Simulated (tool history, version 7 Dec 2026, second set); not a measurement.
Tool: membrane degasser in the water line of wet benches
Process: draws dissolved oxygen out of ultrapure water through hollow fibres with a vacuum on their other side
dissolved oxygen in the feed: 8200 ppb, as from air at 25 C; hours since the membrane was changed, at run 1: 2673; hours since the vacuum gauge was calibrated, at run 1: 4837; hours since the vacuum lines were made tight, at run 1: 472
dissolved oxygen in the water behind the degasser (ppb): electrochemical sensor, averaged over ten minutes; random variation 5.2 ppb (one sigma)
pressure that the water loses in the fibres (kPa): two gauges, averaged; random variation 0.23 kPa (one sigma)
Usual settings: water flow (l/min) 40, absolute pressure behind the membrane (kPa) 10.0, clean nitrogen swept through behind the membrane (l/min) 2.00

| run | hour | water flow (l/min) | absolute pressure behind the membrane (kPa) | clean nitrogen swept through behind the membrane (l/min) | hours since the membrane was changed | hours since the vacuum gauge was calibrated | hours since the vacuum lines were made tight | dissolved oxygen in the water behind the degasser (ppb) | pressure that the water loses in the fibres (kPa) |
|---|---|---|---|---|---|---|---|---|---|
| 1 | 0.0 | 40 | 10.0 | 2.00 | 2673 | 4837 | 472 | 531.8 | 58.18 |
| 2 | 129.1 | 63 | 10.0 | 2.00 | 2802 | 4966 | 601 | 987.4 | 91.90 |
| 3 | 254.2 | 63 | 10.0 | 2.00 | 2927 | 5091 | 726 | 985.3 | 92.41 |
| 4 | 407.1 | 63 | 10.0 | 2.00 | 3080 | 5244 | 879 | 992.2 | 92.40 |
| 5 | 472.3 | 63 | 10.0 | 2.00 | 3145 | 5309 | 945 | 974.7 | 91.70 |
| 6 | 580.8 | 63 | 10.0 | 2.00 | 3253 | 5417 | 1053 | 988.5 | 92.39 |
| 7 | 649.4 | 63 | 10.0 | 2.00 | 3322 | 5486 | 1122 | 985.2 | 92.88 |
| 8 | 753.1 | 63 | 10.0 | 2.00 | 3426 | 5590 | 1225 | 990.1 | 92.23 |
| 9 | 827.6 | 63 | 10.0 | 2.00 | 3500 | 5664 | 1300 | 973.7 | 92.20 |
| 10 | 954.6 | 48 | 10.0 | 2.00 | 3627 | 5791 | 1427 | 692.0 | 70.76 |
| 11 | 1043.0 | 48 | 10.0 | 2.00 | 3716 | 5880 | 1515 | 677.9 | 70.23 |
| 12 | 1159.1 | 40 | 9.7 | 2.00 | 3832 | 5996 | 1631 | 518.4 | 58.87 |
| 13 | 1234.2 | 40 | 9.7 | 2.00 | 3907 | 6071 | 1707 | 519.5 | 58.84 |
| 14 | 1355.7 | 29 | 12.3 | 3.44 | 4028 | 6192 | 1828 | 284.8 | 42.78 |
| 15 | 1439.1 | 49 | 10.0 | 3.16 | 4112 | 6276 | 1911 | 611.6 | 71.87 |
| 16 | 1538.2 | 32 | 11.6 | 2.11 | 4211 | 6375 | 2011 | 424.0 | 47.46 |
| 17 | 1603.7 | 32 | 11.6 | 0.88 | 4276 | 6440 | 2076 | 708.7 | 47.18 |
| 18 | 1712.3 | 33 | 22.8 | 0.87 | 4385 | 6549 | 2185 | 1408.9 | 48.83 |
| 19 | 1787.8 | 55 | 12.3 | 3.21 | 4460 | 6624 | 2260 | 779.4 | 81.74 |
| 20 | 1852.5 | 54 | 15.9 | 1.25 | 4525 | 6689 | 2325 | 1378.1 | 80.39 |
| 21 | 1964.4 | 25 | 9.3 | 1.25 | 4637 | 6801 | 2437 | 327.0 | 37.04 |
|  | 2036.0 | vacuum gauge calibrated |
| 22 | 2054.6 | 33 | 10.0 | 2.00 | 4727 | 19 | 2526 | 396.0 | 48.62 |
| 23 | 2199.1 | 33 | 10.0 | 2.00 | 4871 | 163 | 2671 | 402.8 | 48.83 |
| 24 | 2317.8 | 30 | 10.0 | 2.00 | 4990 | 282 | 2790 | 346.8 | 44.24 |
| 25 | 2422.9 | 30 | 10.0 | 2.00 | 5095 | 387 | 2895 | 343.5 | 44.74 |
| 26 | 2583.2 | 24 | 16.0 | 2.66 | 5255 | 547 | 3055 | 333.0 | 35.49 |

Forecast each of these 5 alternatives for the next run:
| A | 2688.2 | 52 | 24.2 | 2.18 | 5360 | 652 | 3160 | ? | ? |
| B | 2688.2 | 40 | 10.0 | 4.91 | 5360 | 652 | 3160 | ? | ? |
| C | 2688.2 | 40 | 11.0 | 2.59 | 5360 | 652 | 3160 | ? | ? |
| D | 2688.2 | 28 | 15.7 | 5.44 | 5360 | 652 | 3160 | ? | ? |
| E | 2688.2 | 58 | 23.9 | 1.36 | 5360 | 652 | 3160 | ? | ? |

| run | dissolved oxygen in the water behind the degasser (ppb) | pressure that the water loses in the fibres (kPa) |
|---|---|---|
| A | 1313.5 | 77.35 |
| B | 374.5 | 59.40 |
| C | 516.0 | 59.59 |
| D | 255.6 | 41.47 |
| E | 1876.1 | 86.18 |
Without the tool's hidden state the same runs would have given:
| run | dissolved oxygen in the water behind the degasser (ppb) | pressure that the water loses in the fibres (kPa) |
|---|---|---|
| A | 1312.8 | 75.76 |
| B | 373.9 | 58.18 |
| C | 515.4 | 58.37 |
| D | 255.3 | 40.62 |
| E | 1875.3 | 84.40 |

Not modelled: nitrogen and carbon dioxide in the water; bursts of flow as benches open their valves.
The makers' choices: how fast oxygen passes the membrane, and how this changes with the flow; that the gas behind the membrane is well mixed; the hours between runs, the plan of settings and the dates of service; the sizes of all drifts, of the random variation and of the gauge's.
